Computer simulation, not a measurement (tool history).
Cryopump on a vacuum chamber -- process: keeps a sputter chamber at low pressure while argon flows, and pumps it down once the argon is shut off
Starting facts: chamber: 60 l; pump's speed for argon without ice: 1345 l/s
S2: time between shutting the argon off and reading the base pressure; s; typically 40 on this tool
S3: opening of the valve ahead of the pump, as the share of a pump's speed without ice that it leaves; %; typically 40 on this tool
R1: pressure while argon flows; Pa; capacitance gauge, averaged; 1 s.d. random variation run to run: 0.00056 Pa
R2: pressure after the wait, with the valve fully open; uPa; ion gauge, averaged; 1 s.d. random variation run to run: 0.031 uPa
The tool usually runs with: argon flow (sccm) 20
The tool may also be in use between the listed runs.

{"run": 1, "hour": 0.0, "argon flow (sccm)": 20, "S2": 40, "S3": 40, "R1": 0.0673, "R2": 2.4}
{"hour": 48.0, "done": "pump warmed up, emptied and cooled again"}
{"run": 2, "hour": 51.7, "argon flow (sccm)": 20, "S2": 40, "S3": 40, "R1": 0.063, "R2": 2.31}
{"run": 3, "hour": 97.7, "argon flow (sccm)": 20, "S2": 40, "S3": 40, "R1": 0.0632, "R2": 2.32}
{"run": 4, "hour": 175.0, "argon flow (sccm)": 20, "S2": 40, "S3": 40, "R1": 0.0647, "R2": 2.26}
{"run": 5, "hour": 218.3, "argon flow (sccm)": 20, "S2": 40, "S3": 40, "R1": 0.0644, "R2": 2.34}
{"run": 6, "hour": 271.9, "argon flow (sccm)": 20, "S2": 40, "S3": 40, "R1": 0.0636, "R2": 2.38}
{"run": 7, "hour": 353.9, "argon flow (sccm)": 20, "S2": 81, "S3": 40, "R1": 0.0655, "R2": 1.7}
{"run": 8, "hour": 406.1, "argon flow (sccm)": 20, "S2": 81, "S3": 40, "R1": 0.0641, "R2": 1.71}
{"run": 9, "hour": 475.9, "argon flow (sccm)": 31, "S2": 179, "S3": 47, "R1": 0.0875, "R2": 1.38}
{"run": 10, "hour": 552.8, "argon flow (sccm)": 25, "S2": 179, "S3": 19, "R1": 0.1699, "R2": 1.44}
{"run": 11, "hour": 596.3, "argon flow (sccm)": 25, "S2": 179, "S3": 19, "R1": 0.1705, "R2": 1.41}
{"run": 12, "hour": 660.2, "argon flow (sccm)": 28, "S2": 102, "S3": 24, "R1": 0.1524, "R2": 1.81}
{"run": 13, "hour": 707.6, "argon flow (sccm)": 15, "S2": 40, "S3": 40, "R1": 0.0499, "R2": 2.69}
{"run": 14, "hour": 762.5, "argon flow (sccm)": 13, "S2": 40, "S3": 40, "R1": 0.0441, "R2": 2.64}
{"hour": 822.5, "done": "pump warmed up, emptied and cooled again"}
{"run": 15, "hour": 829.0, "argon flow (sccm)": 21, "S2": 40, "S3": 19, "R1": 0.1393, "R2": 2.51}

What if the next run were any one of these 4? Each begins from the tool's condition after run 15:
{"run": "A", "hour": 875.1, "argon flow (sccm)": 26, "S2": 40, "S3": 27, "R1": "?", "R2": "?"}
{"run": "B", "hour": 875.1, "argon flow (sccm)": 20, "S2": 80, "S3": 17, "R1": "?", "R2": "?"}
{"run": "C", "hour": 875.1, "argon flow (sccm)": 15, "S2": 40, "S3": 25, "R1": "?", "R2": "?"}
{"run": "D", "hour": 875.1, "argon flow (sccm)": 10, "S2": 40, "S3": 19, "R1": "?", "R2": "?"}

run=A R1=0.1222 R2=2.52
run=B R1=0.1485 R2=1.83
run=C R1=0.0762 R2=2.54
run=D R1=0.0660 R2=2.55
With the hidden condition removed and each run's random variation left untouched, the same runs would have given:
run=A R1=0.1214 R2=1.60
run=B R1=0.1479 R2=0.92
run=C R1=0.0757 R2=1.61
run=D R1=0.0657 R2=1.63

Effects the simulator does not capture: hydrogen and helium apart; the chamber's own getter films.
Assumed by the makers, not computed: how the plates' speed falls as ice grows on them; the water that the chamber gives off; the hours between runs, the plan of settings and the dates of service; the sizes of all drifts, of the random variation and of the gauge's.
